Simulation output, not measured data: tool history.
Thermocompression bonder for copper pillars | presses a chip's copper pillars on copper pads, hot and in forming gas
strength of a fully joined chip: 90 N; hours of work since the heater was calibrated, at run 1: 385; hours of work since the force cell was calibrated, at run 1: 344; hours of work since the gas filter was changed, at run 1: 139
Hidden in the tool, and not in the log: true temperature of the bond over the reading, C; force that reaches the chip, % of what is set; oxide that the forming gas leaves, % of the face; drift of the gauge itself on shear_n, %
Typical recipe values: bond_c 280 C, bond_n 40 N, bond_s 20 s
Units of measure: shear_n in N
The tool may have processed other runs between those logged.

| run | hour | bond_c | bond_n | bond_s | hours of work since the heater was calibrated | hours of work since the force cell was calibrated | hours of work since the gas filter was changed | shear_n |
|---|---|---|---|---|---|---|---|---|
| 1 | 0 | 280 | 40 | 20 | 385 | 344 | 139 | 33.2 |
| 2 | 73.5 | 280 | 40 | 20 | 420 | 379 | 174 | 32.8 |
| 3 | 111.5 | 280 | 40 | 20 | 438 | 397 | 192 | 32.5 |
|  | 135.7 | forming gas filter changed |
| 4 | 149.3 | 280 | 40 | 10 | 456 | 415 | 7 | 27.6 |
| 5 | 199.9 | 280 | 40 | 10 | 481 | 439 | 31 | 27.4 |
| 6 | 275.6 | 280 | 40 | 10 | 517 | 476 | 67 | 26.7 |
|  | 305.3 | heater calibrated with a thermocouple chip |
| 7 | 350 | 280 | 40 | 20 | 21 | 510 | 102 | 30.5 |
| 8 | 425.2 | 280 | 40 | 20 | 58 | 547 | 138 | 30.1 |
| 9 | 494.9 | 263 | 30 | 20 | 91 | 580 | 172 | 20.4 |
|  | 561.6 | forming gas filter changed |
| 10 | 573.8 | 279 | 48 | 11 | 129 | 618 | 6 | 29.7 |
|  | 582.8 | force cell calibrated |
| 11 | 650.2 | 266 | 40 | 16 | 165 | 32 | 42 | 26 |
| 12 | 712.9 | 279 | 45 | 38 | 195 | 62 | 72 | 45.2 |
| 13 | 746.4 | 279 | 45 | 22 | 211 | 79 | 88 | 36.8 |
| 14 | 828 | 279 | 45 | 22 | 250 | 118 | 127 | 36.6 |
| 15 | 869.5 | 278 | 45 | 22 | 270 | 138 | 147 | 36 |
| 16 | 908.1 | 278 | 45 | 22 | 288 | 156 | 166 | 35.9 |

Below are 3 alternative next runs, each starting from the tool's condition after run 16. Predict each:
| A | 947.3 | 281 | 32 | 20 | 307 | 175 | 184 | ? |
| B | 947.3 | 292 | 41 | 22 | 307 | 175 | 184 | ? |
| C | 947.3 | 283 | 34 | 20 | 307 | 175 | 184 | ? |

| run | shear_n |
|---|---|
| A | 28 |
| B | 38.6 |
| C | 29.8 |
Without the tool's hidden state the same runs would have given:
| run | shear_n |
|---|---|
| A | 27.5 |
| B | 38.5 |
| C | 29.4 |

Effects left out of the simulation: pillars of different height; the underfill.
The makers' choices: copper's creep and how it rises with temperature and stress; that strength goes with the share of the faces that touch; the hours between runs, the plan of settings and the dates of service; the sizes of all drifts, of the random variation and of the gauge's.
